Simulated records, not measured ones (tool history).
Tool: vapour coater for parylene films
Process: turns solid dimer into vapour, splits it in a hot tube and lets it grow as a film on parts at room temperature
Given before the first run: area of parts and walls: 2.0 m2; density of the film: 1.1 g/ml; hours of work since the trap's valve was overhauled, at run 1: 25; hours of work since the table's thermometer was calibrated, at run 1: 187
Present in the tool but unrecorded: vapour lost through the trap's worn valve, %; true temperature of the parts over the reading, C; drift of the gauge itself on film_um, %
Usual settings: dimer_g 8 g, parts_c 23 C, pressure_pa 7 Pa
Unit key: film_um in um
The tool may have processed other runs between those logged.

run   hour  dimer_g  parts_c  pressure_pa  hours of work since the trap's valve was overhauled  hours of work since the table's thermometer was calibrated  film_um
  1      0        8       23            7                                                   25                                                         187    2.479
  2   22.8        8       23            7                                                   37                                                         199    2.465
  3   34.1        8       23            7                                                   43                                                         205    2.466
  4   50.5        8       23            7                                                   52                                                         213    2.466
  5   61.1        8       23            7                                                   58                                                         219    2.466
  6   84.4        8       23         3.28                                                   70                                                         231    2.907
  7   99.2        8       23         4.69                                                   78                                                         239    2.699
  8  122.4        9       23            7                                                   90                                                         251    2.775
  9  138.3        8       23            7                                                   98                                                         260    2.459
 10    162        8       23            7                                                  111                                                         272    2.442
 11  181.4        8       23            7                                                  121                                                         282    2.466
 12    203        4       23            7                                                  132                                                         294    1.219
 13  217.3        4       23            7                                                  140                                                         301    1.232
 14  235.4        4       23            7                                                  149                                                         311    1.221
 15    255        4       28            7                                                  160                                                         321    1.004
 16  277.2        4       28            7                                                  171                                                         333    0.995
 17  296.4        4       28            7                                                  182                                                         343    1.012
 18  318.3        8       16            7                                                  193                                                         354    3.237
 19  332.5        8       16            7                                                  201                                                         362     3.24
 20  348.8        8       16            7                                                  209                                                         370    3.239
 21  372.3        8       23            7                                                  222                                                         383    2.446
 22  390.8        6       19            7                                                  231                                                         393    2.153
 23  412.3        6       19            7                                                  243                                                         404    2.155
 24  428.9        6       17         5.92                                                  251                                                         413    2.418
 25  439.7        6       23         6.08                                                  257                                                         418    1.894
 26    456        5       18         5.26                                                  266                                                         427     1.97
 27  467.9        9       20         5.26                                                  272                                                         433    3.295
     473.1  -- gauge calibrated
 28  478.9        9       20         5.26                                                  278                                                         439    3.333
 29  493.9        8       16         5.18                                                  286                                                         447     3.52

Run 30 comes next. What will it give?
 30  509.8        6       15         4.32                                                  294                                                         455        ?

film_um: 2.656 um
If the tool had no hidden condition, the same run with the same run-to-run variation would have returned film_um 2.662 um.

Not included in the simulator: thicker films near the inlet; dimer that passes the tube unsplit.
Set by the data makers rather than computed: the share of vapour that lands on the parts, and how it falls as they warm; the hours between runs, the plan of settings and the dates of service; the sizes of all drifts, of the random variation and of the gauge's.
